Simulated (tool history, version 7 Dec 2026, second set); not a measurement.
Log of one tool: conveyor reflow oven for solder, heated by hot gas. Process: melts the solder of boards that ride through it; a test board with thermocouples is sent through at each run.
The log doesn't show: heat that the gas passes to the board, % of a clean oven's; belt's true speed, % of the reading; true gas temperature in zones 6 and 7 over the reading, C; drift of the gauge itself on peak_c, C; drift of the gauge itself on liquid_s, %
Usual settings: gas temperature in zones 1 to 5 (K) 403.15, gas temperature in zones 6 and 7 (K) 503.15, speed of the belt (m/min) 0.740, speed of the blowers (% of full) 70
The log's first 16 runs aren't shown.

run,hour,gas temperature in zones 1 to 5 (K),gas temperature in zones 6 and 7 (K),speed of the belt (m/min),speed of the blowers (% of full),hours of work since the flux was cleaned out,hours of work since the belt drive was overhauled,hours of work since the thermocouples were changed,highest temperature of the board (K),time above the solder's melting point (s)
# hour 940.9: thermocouples of zones 6 and 7 changed
17,992.2,403.15,493.15,0.808,60,115,495,40,468.05,19.7
18,1067.3,388.15,493.15,0.808,58,174,553,98,462.75,11.3
# hour 1095.3: flux residue cleaned out of gas plates and filters
19,1128.3,393.15,516.15,0.808,78,26,597,142,490.35,39.1
20,1183.8,397.15,516.15,0.674,78,69,640,185,498.05,54.9
21,1260.7,414.15,516.15,0.677,69,128,699,244,498.15,59.1
22,1314.5,414.15,516.15,0.677,69,170,741,286,498.05,58.6
# hour 1349.1: flux residue cleaned out of gas plates and filters
23,1353.7,403.15,503.15,0.690,70,4,768,313,484.95,45.1
# hour 1370.1: belt drive overhauled, speed set with a stopwatch
24,1436.9,406.15,503.15,0.690,54,65,52,374,480.55,40.7
25,1511.2,406.15,513.15,0.605,54,123,110,432,493.95,59.4
26,1555.2,406.15,516.15,0.711,54,157,144,466,489.85,48.2
# hour 1606.1: flux residue cleaned out of gas plates and filters
27,1606.4,410.15,496.15,0.594,80,0,180,502,485.95,57.8
28,1662.2,410.15,506.15,0.594,65,44,223,545,492.55,62.1
29,1729.0,410.15,518.15,0.740,70,95,275,597,496.65,51.5
30,1786.1,410.15,518.15,0.740,70,140,319,642,496.65,51.5

4 ways to go on from here, each from the tool as it stands after run 30. What would each give?
# hour 1856.9: flux residue cleaned out of gas plates and filters
A,1868.1,410.15,518.15,0.617,70,9,379,701,?,?
# hour 1856.9: flux residue cleaned out of gas plates and filters
B,1868.1,401.15,518.15,0.879,74,9,379,701,?,?
# hour 1856.9: flux residue cleaned out of gas plates and filters
C,1868.1,390.15,518.15,0.634,70,9,379,701,?,?
# hour 1856.9: flux residue cleaned out of gas plates and filters
D,1868.1,404.15,518.15,0.665,70,9,379,701,?,?

run,highest temperature of the board (K),time above the solder's melting point (s)
A,503.35,66.3
B,489.05,36.3
C,499.15,56.5
D,499.45,57.8
Without the tool's hidden state the same runs would have given:
run,highest temperature of the board (K),time above the solder's melting point (s)
A,503.25,66.2
B,488.95,36.2
C,499.05,56.5
D,499.35,57.7
